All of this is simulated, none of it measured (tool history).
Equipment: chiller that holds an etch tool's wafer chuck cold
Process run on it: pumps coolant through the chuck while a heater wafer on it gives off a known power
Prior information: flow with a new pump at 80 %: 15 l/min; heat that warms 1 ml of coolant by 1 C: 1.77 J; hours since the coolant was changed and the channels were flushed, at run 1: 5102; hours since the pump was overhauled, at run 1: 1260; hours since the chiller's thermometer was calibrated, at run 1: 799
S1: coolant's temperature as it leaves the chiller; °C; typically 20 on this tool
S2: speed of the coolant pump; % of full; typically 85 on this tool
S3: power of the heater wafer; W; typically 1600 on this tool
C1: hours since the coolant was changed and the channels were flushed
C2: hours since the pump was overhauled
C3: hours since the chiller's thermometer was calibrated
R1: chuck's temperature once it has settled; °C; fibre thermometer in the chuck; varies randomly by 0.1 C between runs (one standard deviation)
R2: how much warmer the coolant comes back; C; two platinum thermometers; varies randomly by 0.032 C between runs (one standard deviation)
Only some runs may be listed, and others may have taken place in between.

run 1 hour=0 | S1=20 S2=85 S3=1600 | C1=5102 C2=1260 C3=799 | R1=40 R2=3.5
run 2 hour=35.1 | S1=20 S2=85 S3=1600 | C1=5137 C2=1295 C3=835 | R1=40 R2=3.51
run 3 hour=62.8 | S1=20 S2=85 S3=1054 | C1=5165 C2=1323 C3=862 | R1=33.2 R2=2.28
run 4 hour=90.1 | S1=20 S2=85 S3=1054 | C1=5192 C2=1350 C3=889 | R1=33.3 R2=2.27
run 5 hour=116.9 | S1=20 S2=85 S3=1706 | C1=5219 C2=1377 C3=916 | R1=41.7 R2=3.7
run 6 hour=148.6 | S1=20 S2=85 S3=1706 | C1=5251 C2=1408 C3=948 | R1=41.4 R2=3.75
run 7 hour=178.7 | S1=20 S2=86 S3=1706 | C1=5281 C2=1439 C3=978 | R1=41.3 R2=3.69
run 8 hour=207.8 | S1=20 S2=86 S3=1706 | C1=5310 C2=1468 C3=1007 | R1=41.3 R2=3.75
run 9 hour=246.4 | S1=20 S2=63 S3=1600 | C1=5349 C2=1506 C3=1046 | R1=44.9 R2=4.84
run 10 hour=266.7 | S1=20 S2=63 S3=1600 | C1=5369 C2=1527 C3=1066 | R1=45.1 R2=4.84
run 11 hour=297.8 | S1=20 S2=72 S3=1600 | C1=5400 C2=1558 C3=1097 | R1=42.8 R2=4.14
run 12 hour=316.7 | S1=20 S2=72 S3=1600 | C1=5419 C2=1577 C3=1116 | R1=42.7 R2=4.14
run 13 hour=345.6 | S1=20 S2=72 S3=1600 | C1=5448 C2=1605 C3=1145 | R1=42.9 R2=4.19
run 14 hour=364.5 | S1=20 S2=85 S3=1600 | C1=5467 C2=1624 C3=1164 | R1=40.3 R2=3.5
run 15 hour=399.7 | S1=18 S2=85 S3=1600 | C1=5502 C2=1660 C3=1199 | R1=38.3 R2=3.54
run 16 hour=433.2 | S1=20 S2=85 S3=1600 | C1=5535 C2=1693 C3=1233 | R1=40.4 R2=3.51
run 17 hour=467.9 | S1=27 S2=85 S3=1845 | C1=5570 C2=1728 C3=1267 | R1=50.4 R2=4.02
run 18 hour=496.7 | S1=15 S2=79 S3=1451 | C1=5599 C2=1757 C3=1296 | R1=34.6 R2=3.47
run 19 hour=534.2 | S1=15 S2=79 S3=1451 | C1=5636 C2=1794 C3=1334 | R1=34.6 R2=3.43
run 20 hour=569.6 | S1=15 S2=79 S3=1451 | C1=5672 C2=1829 C3=1369 | R1=34.4 R2=3.45
run 21 hour=601.1 | S1=15 S2=79 S3=1451 | C1=5703 C2=1861 C3=1400 | R1=34.5 R2=3.44
run 22 hour=638.8 | S1=16 S2=79 S3=1586 | C1=5741 C2=1899 C3=1438 | R1=37.3 R2=3.76
run 23 hour=661.2 | S1=16 S2=85 S3=1238 | C1=5763 C2=1921 C3=1461 | R1=31.9 R2=2.72
run 24 hour=697.2 | S1=25 S2=70 S3=1113 | C1=5799 C2=1957 C3=1497 | R1=41.4 R2=2.95
run 25 hour=716.1 | S1=21 S2=68 S3=1113 | C1=5818 C2=1976 C3=1515 | R1=37.9 R2=3.16
run 26 hour=742.3 | S1=21 S2=68 S3=1113 | C1=5844 C2=2002 C3=1542 | R1=37.8 R2=3.15
run 27 hour=778.2 | S1=19 S2=76 S3=1049 | C1=5880 C2=2038 C3=1578 | R1=33.6 R2=2.58
run 28 hour=818.2 | S1=15 S2=85 S3=1600 | C1=5920 C2=2078 C3=1618 | R1=35.5 R2=3.59
run 29 hour=849.3 | S1=15 S2=85 S3=1600 | C1=5952 C2=2109 C3=1649 | R1=35.5 R2=3.49
run 30 hour=886.9 | S1=10 S2=70 S3=1080 | C1=5989 C2=2147 C3=1686 | R1=26.2 R2=2.98
run 31 hour=920 | S1=10 S2=70 S3=1080 | C1=6022 C2=2180 C3=1719 | R1=26 R2=2.92
run 32 hour=939.4 | S1=10 S2=70 S3=1080 | C1=6042 C2=2199 C3=1739 | R1=26.1 R2=2.92

3 options for the next run, each taken on its own from the tool as it stands now. Forecast them:
run A hour=979.4 | S1=15 S2=69 S3=874 | C1=6082 C2=2239 C3=1779 | R1=? R2=?
run B hour=979.4 | S1=20 S2=94 S3=1600 | C1=6082 C2=2239 C3=1779 | R1=? R2=?
run C hour=979.4 | S1=17 S2=72 S3=1230 | C1=6082 C2=2239 C3=1779 | R1=? R2=?

run=A R1=28.2 R2=2.42
run=B R1=39.2 R2=3.15
run=C R1=35 R2=3.21
The same runs, with their run-to-run variation unchanged, on a tool lacking any hidden condition would have given:
run=A R1=26.4 R2=2.33
run=B R1=36.6 R2=3.03
run=C R1=32.6 R2=3.09
